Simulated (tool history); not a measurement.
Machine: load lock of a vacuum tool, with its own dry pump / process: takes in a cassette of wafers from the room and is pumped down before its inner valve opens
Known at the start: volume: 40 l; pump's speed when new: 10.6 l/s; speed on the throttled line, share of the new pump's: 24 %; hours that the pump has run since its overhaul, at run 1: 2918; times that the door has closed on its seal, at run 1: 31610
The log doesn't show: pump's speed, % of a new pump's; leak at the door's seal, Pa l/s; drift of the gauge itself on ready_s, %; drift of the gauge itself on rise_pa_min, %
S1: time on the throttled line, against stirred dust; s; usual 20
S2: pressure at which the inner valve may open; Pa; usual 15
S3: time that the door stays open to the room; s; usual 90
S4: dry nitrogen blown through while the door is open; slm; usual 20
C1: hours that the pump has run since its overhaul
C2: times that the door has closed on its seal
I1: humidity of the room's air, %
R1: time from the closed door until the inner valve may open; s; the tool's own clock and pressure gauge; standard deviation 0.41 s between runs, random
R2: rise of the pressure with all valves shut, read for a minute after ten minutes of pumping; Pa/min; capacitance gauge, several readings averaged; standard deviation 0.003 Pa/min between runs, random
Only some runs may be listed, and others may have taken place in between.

Run 1, hour 0.0: usual settings; C1 2918; C2 31610; I1 42.8. Result: R1 49.8 s, R2 0.112 Pa/min.
Run 2, hour 299.9: usual settings; C1 3217; C2 32972; I1 43.4. Result: R1 50.2 s, R2 0.116 Pa/min.
Run 3, hour 627.1: usual settings; C1 3545; C2 34458; I1 43.5. Result: R1 50.0 s, R2 0.124 Pa/min.
Run 4, hour 888.0: usual settings; C1 3806; C2 35642; I1 45.4. Result: R1 50.2 s, R2 0.129 Pa/min.
Run 5, hour 1181.3: usual settings; C1 4099; C2 36974; I1 46.0. Result: R1 50.8 s, R2 0.131 Pa/min.
Run 6, hour 1390.4: usual settings; C1 4308; C2 37923; I1 45.8. Result: R1 51.0 s, R2 0.138 Pa/min.
Run 7, hour 1690.6: usual settings; C1 4608; C2 39286; I1 45.4. Result: R1 50.3 s, R2 0.146 Pa/min.
Run 8, hour 1866.5: usual settings; C1 4784; C2 40085; I1 43.9. Result: R1 49.8 s, R2 0.142 Pa/min.
Run 9, hour 2268.8: usual settings but S3 76 s; C1 5186; C2 41912; I1 45.2. Result: R1 50.7 s, R2 0.151 Pa/min.
Run 10, hour 2475.9: usual settings but S1 30 s, S3 76 s; C1 5393; C2 42852; I1 42.0. Result: R1 57.9 s, R2 0.153 Pa/min.
Run 11, hour 2651.3: usual settings but S1 30 s, S3 76 s; C1 5569; C2 43649; I1 42.2. Result: R1 58.5 s, R2 0.162 Pa/min.
Run 12, hour 3004.8: usual settings but S1 30 s, S3 76 s; C1 5922; C2 45253; I1 45.2. Result: R1 58.6 s, R2 0.166 Pa/min.
Run 13, hour 3362.4: usual settings but S1 30 s, S3 76 s; C1 6280; C2 46877; I1 45.9. Result: R1 58.4 s, R2 0.178 Pa/min.
Run 14, hour 3645.7: usual settings but S3 116 s; C1 6563; C2 48164; I1 46.7. Result: R1 50.9 s, R2 0.199 Pa/min.
Run 15, hour 3962.8: usual settings but S3 116 s; C1 6880; C2 49603; I1 43.7. Result: R1 50.9 s, R2 0.198 Pa/min.
Run 16, hour 4168.2: usual settings but S3 116 s; C1 7086; C2 50536; I1 43.6. Result: R1 51.0 s, R2 0.204 Pa/min.
Run 17, hour 4579.5: usual settings but S1 11 s, S2 10 Pa, S3 55 s, S4 6 slm; C1 7497; C2 52403; I1 48.7. Result: R1 46.4 s, R2 0.209 Pa/min.
At hour 4729.8: door's seal changed, seat wiped.
Run 18, hour 4922.0: usual settings but S1 30 s, S4 14 slm; C1 7838; C2 873; I1 46.5. Result: R1 59.5 s, R2 0.047 Pa/min.
Run 19, hour 5345.7: usual settings but S1 38 s, S2 14 Pa, S3 110 s, S4 32 slm; C1 8262; C2 2796; I1 43.9. Result: R1 64.6 s, R2 0.042 Pa/min.
Run 20, hour 5755.1: usual settings but S1 38 s, S2 14 Pa, S3 110 s, S4 32 slm; C1 8671; C2 4655; I1 42.1. Result: R1 65.5 s, R2 0.037 Pa/min.
Run 21, hour 6008.5: usual settings but S1 13 s, S2 14 Pa, S3 110 s, S4 7 slm; C1 8925; C2 5806; I1 42.7. Result: R1 47.4 s, R2 0.057 Pa/min.
Run 22, hour 6348.8: usual settings but S3 208 s; C1 9265; C2 7351; I1 46.4. Result: R1 51.8 s, R2 0.080 Pa/min.

What differs in the tool's unlogged condition from the final listed run ahead of each entry between runs to the first listed run following it?
After run 17, before run 18: door's seal changed, seat wiped (hour 4729.8)
  pump's speed, % of a new pump's: 92.1 -> 91.9; leak at the door's seal, Pa l/s: 0.1165 -> 0.0027
  the result without the hidden state subtracted from the measured one, R1: +2.8 -> +2.3 s; R2: +0.174 -> +0.001 Pa/min
